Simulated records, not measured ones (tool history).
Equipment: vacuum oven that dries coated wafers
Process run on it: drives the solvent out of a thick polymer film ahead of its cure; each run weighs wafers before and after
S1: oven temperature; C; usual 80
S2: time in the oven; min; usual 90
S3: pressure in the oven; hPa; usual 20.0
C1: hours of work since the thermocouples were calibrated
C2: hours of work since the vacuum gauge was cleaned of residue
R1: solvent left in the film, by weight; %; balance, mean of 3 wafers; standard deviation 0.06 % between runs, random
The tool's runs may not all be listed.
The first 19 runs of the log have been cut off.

| run | hour | S1 | S2 | S3 | C1 | C2 | R1 |
|---|---|---|---|---|---|---|---|
|  | 194.7 | oven's thermocouples calibrated, once more |
| 20 | 196.1 | 80 | 90 | 20.0 | 1 | 226 | 4.76 |
| 21 | 203.4 | 69 | 90 | 20.0 | 5 | 231 | 8.04 |
| 22 | 216.4 | 87 | 90 | 58.3 | 14 | 239 | 7.84 |
| 23 | 225.5 | 87 | 90 | 58.3 | 19 | 245 | 7.61 |
| 24 | 240.0 | 74 | 90 | 29.0 | 28 | 254 | 7.96 |
| 25 | 247.4 | 80 | 65 | 20.0 | 33 | 258 | 5.55 |
| 26 | 261.7 | 80 | 65 | 20.0 | 42 | 267 | 5.54 |
| 27 | 270.6 | 87 | 144 | 33.8 | 47 | 273 | 4.43 |
| 28 | 285.1 | 87 | 144 | 33.8 | 56 | 282 | 4.49 |
| 29 | 296.8 | 66 | 75 | 70.3 | 64 | 289 | 15.71 |
| 30 | 308.4 | 66 | 75 | 70.3 | 71 | 296 | 15.51 |
| 31 | 315.3 | 66 | 75 | 70.3 | 75 | 301 | 15.74 |
| 32 | 324.3 | 90 | 63 | 20.9 | 81 | 306 | 3.30 |
| 33 | 336.5 | 80 | 141 | 20.0 | 88 | 314 | 3.81 |
| 34 | 347.7 | 80 | 132 | 20.0 | 95 | 321 | 3.96 |
| 35 | 355.8 | 80 | 132 | 20.0 | 100 | 326 | 3.94 |
| 36 | 363.9 | 77 | 107 | 50.2 | 106 | 331 | 9.99 |
| 37 | 371.6 | 77 | 107 | 50.2 | 110 | 336 | 10.31 |
| 38 | 385.2 | 85 | 107 | 15.0 | 119 | 344 | 2.62 |
| 39 | 395.8 | 86 | 143 | 35.9 | 125 | 351 | 4.88 |
| 40 | 402.6 | 80 | 90 | 11.9 | 130 | 355 | 3.40 |
| 41 | 413.2 | 80 | 90 | 11.9 | 136 | 362 | 3.43 |
| 42 | 428.1 | 89 | 70 | 70.5 | 146 | 371 | 8.72 |

Here are 3 independent what-if runs from the current tool condition. What would each one return?
| A | 436.3 | 89 | 89 | 70.5 | 151 | 376 | ? |
| B | 436.3 | 91 | 146 | 39.1 | 151 | 376 | ? |
| C | 436.3 | 80 | 106 | 35.8 | 151 | 376 | ? |

| run | R1 |
|---|---|
| A | 8.49 |
| B | 4.38 |
| C | 6.70 |
With no hidden state in the tool, these same runs would have given:
| run | R1 |
|---|---|
| A | 8.58 |
| B | 4.34 |
| C | 6.71 |

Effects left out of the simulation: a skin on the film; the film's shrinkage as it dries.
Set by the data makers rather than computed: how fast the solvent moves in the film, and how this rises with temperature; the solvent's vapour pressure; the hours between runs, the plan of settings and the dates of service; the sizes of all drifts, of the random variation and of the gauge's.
